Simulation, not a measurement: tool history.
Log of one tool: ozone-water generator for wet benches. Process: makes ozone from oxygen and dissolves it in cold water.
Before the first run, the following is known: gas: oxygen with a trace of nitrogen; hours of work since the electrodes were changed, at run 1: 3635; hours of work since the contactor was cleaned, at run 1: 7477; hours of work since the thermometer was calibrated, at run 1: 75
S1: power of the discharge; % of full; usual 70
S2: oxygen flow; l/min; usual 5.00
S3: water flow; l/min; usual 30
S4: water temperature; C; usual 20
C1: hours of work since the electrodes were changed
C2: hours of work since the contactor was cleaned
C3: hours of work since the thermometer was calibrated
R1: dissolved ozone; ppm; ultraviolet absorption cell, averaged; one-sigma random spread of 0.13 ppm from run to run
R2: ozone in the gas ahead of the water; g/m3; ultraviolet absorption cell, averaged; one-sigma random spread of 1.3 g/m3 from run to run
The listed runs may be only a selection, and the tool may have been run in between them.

| run | hour | S1 | S2 | S3 | S4 | C1 | C2 | C3 | R1 | R2 |
|---|---|---|---|---|---|---|---|---|---|---|
| 1 | 0.0 | 70 | 5.00 | 30 | 20 | 3635 | 7477 | 75 | 14.4 | 234.9 |
| 2 | 73.8 | 70 | 5.00 | 30 | 20 | 3706 | 7548 | 146 | 14.3 | 234.2 |
| 3 | 242.3 | 70 | 3.25 | 30 | 20 | 3868 | 7710 | 307 | 12.5 | 277.7 |
| 4 | 375.7 | 70 | 3.25 | 30 | 20 | 3996 | 7838 | 435 | 12.8 | 275.4 |
| 5 | 484.8 | 70 | 5.00 | 30 | 20 | 4100 | 7942 | 540 | 14.3 | 234.2 |
| 6 | 625.2 | 70 | 5.00 | 30 | 20 | 4235 | 8077 | 674 | 14.7 | 234.0 |
| 7 | 741.9 | 70 | 5.00 | 30 | 20 | 4347 | 8189 | 786 | 14.3 | 234.8 |
| 8 | 841.6 | 83 | 5.00 | 30 | 20 | 4442 | 8284 | 882 | 16.1 | 257.7 |
| 9 | 916.9 | 56 | 7.34 | 30 | 17 | 4514 | 8357 | 954 | 14.3 | 177.7 |
| 10 | 1044.2 | 56 | 7.80 | 47 | 17 | 4636 | 8479 | 1076 | 8.9 | 174.0 |
| 11 | 1209.6 | 74 | 4.40 | 31 | 17 | 4795 | 8637 | 1235 | 14.3 | 251.4 |
| 12 | 1296.9 | 56 | 3.47 | 40 | 21 | 4879 | 8721 | 1318 | 8.0 | 234.8 |
| 13 | 1367.7 | 83 | 3.57 | 40 | 21 | 4947 | 8789 | 1386 | 10.1 | 290.6 |
| 14 | 1488.4 | 83 | 3.57 | 40 | 21 | 5062 | 8904 | 1502 | 10.1 | 287.5 |
| 15 | 1567.5 | 47 | 7.86 | 30 | 20 | 5138 | 8980 | 1578 | 12.9 | 157.1 |
| 16 | 1732.1 | 74 | 7.87 | 19 | 20 | 5296 | 9138 | 1736 | 24.4 | 198.9 |

5 ways to go on from here, each from the tool as it stands after run 16. What would each give?
| A | 1855.6 | 74 | 3.26 | 19 | 14 | 5414 | 9256 | 1854 | ? | ? |
| B | 1855.6 | 74 | 7.87 | 31 | 15 | 5414 | 9256 | 1854 | ? | ? |
| C | 1855.6 | 65 | 7.87 | 19 | 20 | 5414 | 9256 | 1854 | ? | ? |
| D | 1855.6 | 74 | 8.81 | 19 | 20 | 5414 | 9256 | 1854 | ? | ? |
| E | 1855.6 | 70 | 3.40 | 30 | 20 | 5414 | 9256 | 1854 | ? | ? |

| run | R1 | R2 |
|---|---|---|
| A | 22.6 | 282.0 |
| B | 16.9 | 199.4 |
| C | 23.0 | 187.3 |
| D | 24.5 | 191.6 |
| E | 12.6 | 266.0 |
Had the tool no hidden state, the same runs would have come out as:
| run | R1 | R2 |
|---|---|---|
| A | 22.7 | 289.3 |
| B | 17.0 | 204.6 |
| C | 23.0 | 192.2 |
| D | 24.6 | 196.6 |
| E | 12.6 | 272.9 |

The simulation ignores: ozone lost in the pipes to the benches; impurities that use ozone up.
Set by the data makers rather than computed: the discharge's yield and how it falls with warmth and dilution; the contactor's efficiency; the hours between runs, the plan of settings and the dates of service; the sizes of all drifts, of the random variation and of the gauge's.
